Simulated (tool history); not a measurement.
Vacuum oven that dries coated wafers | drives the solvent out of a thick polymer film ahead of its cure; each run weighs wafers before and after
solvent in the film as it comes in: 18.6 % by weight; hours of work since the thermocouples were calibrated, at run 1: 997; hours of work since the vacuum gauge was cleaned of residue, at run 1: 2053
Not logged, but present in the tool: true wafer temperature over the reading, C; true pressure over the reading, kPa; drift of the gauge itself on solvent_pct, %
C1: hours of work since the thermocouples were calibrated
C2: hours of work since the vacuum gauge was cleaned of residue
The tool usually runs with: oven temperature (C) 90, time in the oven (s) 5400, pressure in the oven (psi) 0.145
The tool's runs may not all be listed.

{"run": 1, "hour": 0.0, "oven temperature (C)": 90, "time in the oven (s)": 5400, "pressure in the oven (psi)": 0.145, "C1": 997, "C2": 2053, "solvent left in the film (%)": 1.43}
{"run": 2, "hour": 77.8, "oven temperature (C)": 90, "time in the oven (s)": 5400, "pressure in the oven (psi)": 0.145, "C1": 1029, "C2": 2085, "solvent left in the film (%)": 1.47}
{"run": 3, "hour": 165.9, "oven temperature (C)": 90, "time in the oven (s)": 5400, "pressure in the oven (psi)": 0.145, "C1": 1066, "C2": 2122, "solvent left in the film (%)": 1.48}
{"run": 4, "hour": 293.8, "oven temperature (C)": 90, "time in the oven (s)": 5400, "pressure in the oven (psi)": 0.145, "C1": 1119, "C2": 2175, "solvent left in the film (%)": 1.49}
{"run": 5, "hour": 378.2, "oven temperature (C)": 90, "time in the oven (s)": 5520, "pressure in the oven (psi)": 0.145, "C1": 1154, "C2": 2211, "solvent left in the film (%)": 1.43}
{"run": 6, "hour": 503.6, "oven temperature (C)": 90, "time in the oven (s)": 5520, "pressure in the oven (psi)": 0.145, "C1": 1206, "C2": 2263, "solvent left in the film (%)": 1.42}
{"run": 7, "hour": 618.8, "oven temperature (C)": 90, "time in the oven (s)": 5400, "pressure in the oven (psi)": 0.145, "C1": 1254, "C2": 2311, "solvent left in the film (%)": 1.42}
{"run": 8, "hour": 673.1, "oven temperature (C)": 90, "time in the oven (s)": 5400, "pressure in the oven (psi)": 0.145, "C1": 1277, "C2": 2333, "solvent left in the film (%)": 1.44}
{"hour": 682.7, "done": "oven's thermocouples calibrated"}
{"hour": 738.7, "done": "vacuum gauge cleaned of residue and calibrated"}
{"run": 9, "hour": 767.7, "oven temperature (C)": 90, "time in the oven (s)": 5400, "pressure in the oven (psi)": 0.145, "C1": 35, "C2": 12, "solvent left in the film (%)": 0.85}
{"run": 10, "hour": 834.2, "oven temperature (C)": 90, "time in the oven (s)": 5400, "pressure in the oven (psi)": 0.145, "C1": 62, "C2": 40, "solvent left in the film (%)": 0.86}
{"run": 11, "hour": 918.5, "oven temperature (C)": 87, "time in the oven (s)": 5400, "pressure in the oven (psi)": 0.145, "C1": 98, "C2": 75, "solvent left in the film (%)": 1.18}
{"run": 12, "hour": 1046.6, "oven temperature (C)": 90, "time in the oven (s)": 5400, "pressure in the oven (psi)": 0.145, "C1": 151, "C2": 128, "solvent left in the film (%)": 0.82}
{"hour": 1098.1, "done": "oven's thermocouples calibrated, once more"}
{"run": 13, "hour": 1107.6, "oven temperature (C)": 90, "time in the oven (s)": 5400, "pressure in the oven (psi)": 0.145, "C1": 4, "C2": 153, "solvent left in the film (%)": 1.25}
{"run": 14, "hour": 1170.4, "oven temperature (C)": 103, "time in the oven (s)": 5400, "pressure in the oven (psi)": 0.145, "C1": 30, "C2": 179, "solvent left in the film (%)": 0.35}
{"run": 15, "hour": 1249.3, "oven temperature (C)": 101, "time in the oven (s)": 5400, "pressure in the oven (psi)": 0.145, "C1": 63, "C2": 212, "solvent left in the film (%)": 0.43}
{"run": 16, "hour": 1302.6, "oven temperature (C)": 81, "time in the oven (s)": 5820, "pressure in the oven (psi)": 0.145, "C1": 85, "C2": 234, "solvent left in the film (%)": 2.8}
{"run": 17, "hour": 1412.2, "oven temperature (C)": 90, "time in the oven (s)": 4980, "pressure in the oven (psi)": 0.128, "C1": 131, "C2": 280, "solvent left in the film (%)": 1.43}
{"run": 18, "hour": 1470.2, "oven temperature (C)": 101, "time in the oven (s)": 6780, "pressure in the oven (psi)": 0.187, "C1": 155, "C2": 304, "solvent left in the film (%)": 0.5}
{"run": 19, "hour": 1536.9, "oven temperature (C)": 90, "time in the oven (s)": 3120, "pressure in the oven (psi)": 0.38, "C1": 183, "C2": 331, "solvent left in the film (%)": 3.75}
{"run": 20, "hour": 1628.6, "oven temperature (C)": 90, "time in the oven (s)": 3120, "pressure in the oven (psi)": 0.38, "C1": 221, "C2": 370, "solvent left in the film (%)": 3.74}
{"run": 21, "hour": 1720.3, "oven temperature (C)": 88, "time in the oven (s)": 5400, "pressure in the oven (psi)": 0.171, "C1": 259, "C2": 408, "solvent left in the film (%)": 1.61}
{"run": 22, "hour": 1841.8, "oven temperature (C)": 85, "time in the oven (s)": 5400, "pressure in the oven (psi)": 0.171, "C1": 310, "C2": 458, "solvent left in the film (%)": 2.22}
{"run": 23, "hour": 1895.2, "oven temperature (C)": 85, "time in the oven (s)": 5400, "pressure in the oven (psi)": 0.171, "C1": 332, "C2": 481, "solvent left in the film (%)": 2.21}
{"run": 24, "hour": 1983.8, "oven temperature (C)": 76, "time in the oven (s)": 5400, "pressure in the oven (psi)": 0.171, "C1": 369, "C2": 518, "solvent left in the film (%)": 4.64}

What does the tool deliver on the next run?
{"run": 25, "hour": 2082.0, "oven temperature (C)": 90, "time in the oven (s)": 2760, "pressure in the oven (psi)": 0.486, "C1": 410, "C2": 558, "solvent left in the film (%)": "?"}

solvent left in the film (%): 4.52
On a tool with no hidden condition, and with the same random variation, this run would have come out at solvent left in the film (%) 4.65.
